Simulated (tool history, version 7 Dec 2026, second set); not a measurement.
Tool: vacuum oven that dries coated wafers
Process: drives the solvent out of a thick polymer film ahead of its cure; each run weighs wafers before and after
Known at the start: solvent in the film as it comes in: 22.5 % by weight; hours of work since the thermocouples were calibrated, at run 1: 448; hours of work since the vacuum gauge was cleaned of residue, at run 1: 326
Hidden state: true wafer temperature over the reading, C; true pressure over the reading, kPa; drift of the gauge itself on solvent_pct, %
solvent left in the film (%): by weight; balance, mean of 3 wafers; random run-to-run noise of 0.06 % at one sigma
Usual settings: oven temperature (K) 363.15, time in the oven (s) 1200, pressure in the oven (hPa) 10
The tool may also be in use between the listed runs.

run,hour,oven temperature (K),time in the oven (s),pressure in the oven (hPa),hours of work since the thermocouples were calibrated,hours of work since the vacuum gauge was cleaned of residue,solvent left in the film (%)
1,0,363.15,1200,10,448,326,3.61
2,15.8,363.15,1200,10,456,333,3.6
3,33.6,363.15,1320,10,464,342,3.04
4,42.6,363.15,1200,10,469,346,3.57
5,56.4,363.15,1200,10,475,352,3.56
6,67.8,363.15,1200,10,481,358,3.69
7,78.7,363.15,600,10,486,363,8
8,88.3,363.15,600,10,490,368,8.13
9,103.1,363.15,600,10,497,375,8.05
10,111.7,363.15,600,10,502,379,7.92
11,126.9,363.15,600,10,509,386,7.99
12,144.9,363.15,1200,10,517,395,3.61
13,160.4,363.15,1200,10,525,402,3.61
14,172.2,363.15,1200,10,530,408,3.56
15,182.2,363.15,1200,10,535,412,3.47
16,201,363.15,1200,10,544,421,3.55
17,215.1,363.15,1200,10,551,428,3.57
18,231.7,372.15,1380,10,559,436,0.81
19,241.2,372.15,1380,10,563,440,0.77
20,251.1,372.15,1380,10,568,445,0.78
21,269.3,372.15,1380,10,576,454,0.79
22,287.2,372.15,1440,7.1,585,462,0.74
23,301.9,372.15,660,8.1,592,469,3.74
24,321.2,357.15,660,27,601,478,10.62
25,330.7,368.15,1500,7.4,606,483,1.21
26,344.8,367.15,1200,7.6,612,490,2.27
27,359.7,350.15,1680,25.6,619,497,7.59
28,371.7,350.15,1680,25.6,625,502,7.78
29,386.5,352.15,1260,19.4,632,509,8.62
30,395.7,352.15,1260,19.4,637,514,8.31
31,405.3,356.15,1380,6.7,641,518,5.83
32,420.8,374.15,1380,36.1,649,526,1.19
33,431.6,357.15,1380,33.1,654,531,5.93
34,449.6,365.15,1140,25.3,662,539,3.56

Branching from run 34: 4 alternative next runs. What would each branch give?
A,462.6,362.15,1500,6.4,668,546,?
B,462.6,363.15,1200,10.9,668,546,?
C,462.6,363.15,1200,11.8,668,546,?
D,462.6,357.15,1140,10.4,668,546,?

run,solvent left in the film (%)
A,2.78
B,3.73
C,3.77
D,6.64
Had the tool no hidden state, the same runs would have come out as:
run,solvent left in the film (%)
A,2.37
B,3.26
C,3.31
D,6.09

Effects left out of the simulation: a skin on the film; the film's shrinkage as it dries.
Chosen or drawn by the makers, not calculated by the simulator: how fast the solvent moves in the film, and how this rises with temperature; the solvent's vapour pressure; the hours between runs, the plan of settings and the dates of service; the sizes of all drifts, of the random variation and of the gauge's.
